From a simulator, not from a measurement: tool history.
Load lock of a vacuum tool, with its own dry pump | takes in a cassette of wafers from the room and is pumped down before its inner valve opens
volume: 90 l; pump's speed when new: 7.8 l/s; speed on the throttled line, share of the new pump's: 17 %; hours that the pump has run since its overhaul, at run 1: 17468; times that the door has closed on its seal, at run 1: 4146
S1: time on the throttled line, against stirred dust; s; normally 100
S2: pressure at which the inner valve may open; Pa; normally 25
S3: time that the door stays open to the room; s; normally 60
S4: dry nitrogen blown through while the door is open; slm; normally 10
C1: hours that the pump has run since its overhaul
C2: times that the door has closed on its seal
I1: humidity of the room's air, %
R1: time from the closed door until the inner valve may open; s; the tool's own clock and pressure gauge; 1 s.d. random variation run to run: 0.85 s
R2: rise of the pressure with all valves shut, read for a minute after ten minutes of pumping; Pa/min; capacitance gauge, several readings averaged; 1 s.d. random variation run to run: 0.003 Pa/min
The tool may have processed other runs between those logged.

| run | day | S1 | S2 | S3 | S4 | C1 | C2 | I1 | R1 | R2 |
|---|---|---|---|---|---|---|---|---|---|---|
| 1 | 0.000 | 100 | 25 | 60 | 10 | 17468 | 4146 | 46.4 | 178.6 | 0.026 |
| 2 | 11.075 | 100 | 25 | 207 | 10 | 17734 | 4649 | 45.7 | 179.0 | 0.054 |
| 3 | 22.833 | 100 | 25 | 207 | 10 | 18016 | 5183 | 42.5 | 179.0 | 0.054 |
| 4 | 32.204 | 100 | 25 | 60 | 10 | 18241 | 5609 | 44.1 | 179.8 | 0.020 |
| 5 | 44.079 | 100 | 25 | 60 | 10 | 18526 | 6148 | 48.4 | 176.8 | 0.021 |
| 6 | 50.846 | 100 | 25 | 60 | 6 | 18689 | 6455 | 45.6 | 178.8 | 0.020 |
| 7 | 64.133 | 100 | 32 | 104 | 10 | 19008 | 7059 | 45.0 | 175.8 | 0.038 |
| 8 | 76.567 | 100 | 32 | 104 | 10 | 19306 | 7623 | 46.7 | 177.2 | 0.034 |
| 9 | 85.383 | 111 | 32 | 28 | 6 | 19518 | 8024 | 42.4 | 185.8 | 0.014 |

Run 10 has not been measured yet. What should we expect?
| 10 | 98.883 | 100 | 28 | 28 | 10 | 19841 | 8637 | 47.4 | ? | ? |

R1: 176.4 s
R2: 0.013 Pa/min
Take away the tool's hidden state, keep the run-to-run variation as it was, and the same run would have given R1 176.2 s, R2 0.013 Pa/min.

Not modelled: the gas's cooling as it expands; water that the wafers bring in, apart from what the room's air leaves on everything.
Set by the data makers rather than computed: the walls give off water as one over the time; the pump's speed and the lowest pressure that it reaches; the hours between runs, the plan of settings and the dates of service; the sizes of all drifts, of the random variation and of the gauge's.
